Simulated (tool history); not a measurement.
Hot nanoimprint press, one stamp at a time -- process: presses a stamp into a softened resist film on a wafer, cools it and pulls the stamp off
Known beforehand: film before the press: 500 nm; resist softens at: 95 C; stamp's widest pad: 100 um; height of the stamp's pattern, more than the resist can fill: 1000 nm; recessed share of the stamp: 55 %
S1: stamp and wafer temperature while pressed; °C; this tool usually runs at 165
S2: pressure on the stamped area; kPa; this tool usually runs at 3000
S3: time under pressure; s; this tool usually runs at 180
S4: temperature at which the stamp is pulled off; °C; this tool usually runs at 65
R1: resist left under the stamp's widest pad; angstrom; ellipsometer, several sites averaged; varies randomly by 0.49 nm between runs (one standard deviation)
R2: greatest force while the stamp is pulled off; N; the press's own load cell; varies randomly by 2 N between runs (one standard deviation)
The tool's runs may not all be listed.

run    hour   S1    S2   S3  S4    R1   R2
  1     0.0  165  3000  180  65  1884  208
  2    34.5  165  3000  180  65  1881  210
  3    73.7  174  3000  180  65  1426  210
  4   125.0  174  3000  180  65  1422  216
  5   156.2  165  3000  180  65  1857  213
  6   189.0  165  3000  180  65  1853  219
      211.4  -- plate thermocouple calibrated
  7   247.7  165  3000  180  65  1788  212
  8   285.9  165  3000  180  65  1790  215
  9   313.3  165  3000  180  65  1783  217
 10   367.6  165  3000  180  65  1768  218
 11   399.4  165  3000  180  65  1770  224
      417.9  -- plate thermocouple calibrated, once more
 12   430.4  165  3000  180  65  1966  239
 13   462.7  165  3000  180  65  1968  239
 14   513.8  165  3000  180  65  1951  243
 15   539.3  165  3000  180  65  1952  241
 16   572.9  158  2970  180  65  2432  234
      610.4  -- press's hydraulic seals changed and the load cell set to zero
 17   614.4  158  2970  180  65  2386  246
 18   655.0  158  2970  106  52  2836  300
 19   701.6  158  2970  106  52  2849  305
 20   728.4  158  2970  203  52  2268  308
      745.8  -- stamp cleaned and given a new release coat
 21   796.1  158  2970  203  52  2248  257
 22   828.8  163  4630  288  57  1315  243
 23   880.4  163  4630  288  57  1308  245
 24   912.0  163  4630  288  56  1303  250
 25   972.9  175  2060  288  71  1390  196
      986.8  -- plate thermocouple calibrated
 26  1001.2  165  2920   94  60  2494  244
 27  1032.0  165  4400  180  65  1595  232
 28  1079.2  165  3000  180  72  1931  200
 29  1108.0  172  1970  223  65  1788  231

Each row is a separate what-if for the run after 29, all from the same tool condition, not one after another. Results?
  A  1161.0  172  3270  223  66   ?   ?
  B  1161.0  174  1970  223  65   ?   ?
  C  1161.0  165  3700  180  65   ?   ?

run    R1   R2
  A  1355  229
  B  1677  232
  C  1723  232
What these runs would have given with no unlogged condition in the tool:
run    R1   R2
  A  1374  209
  B  1704  211
  C  1750  211
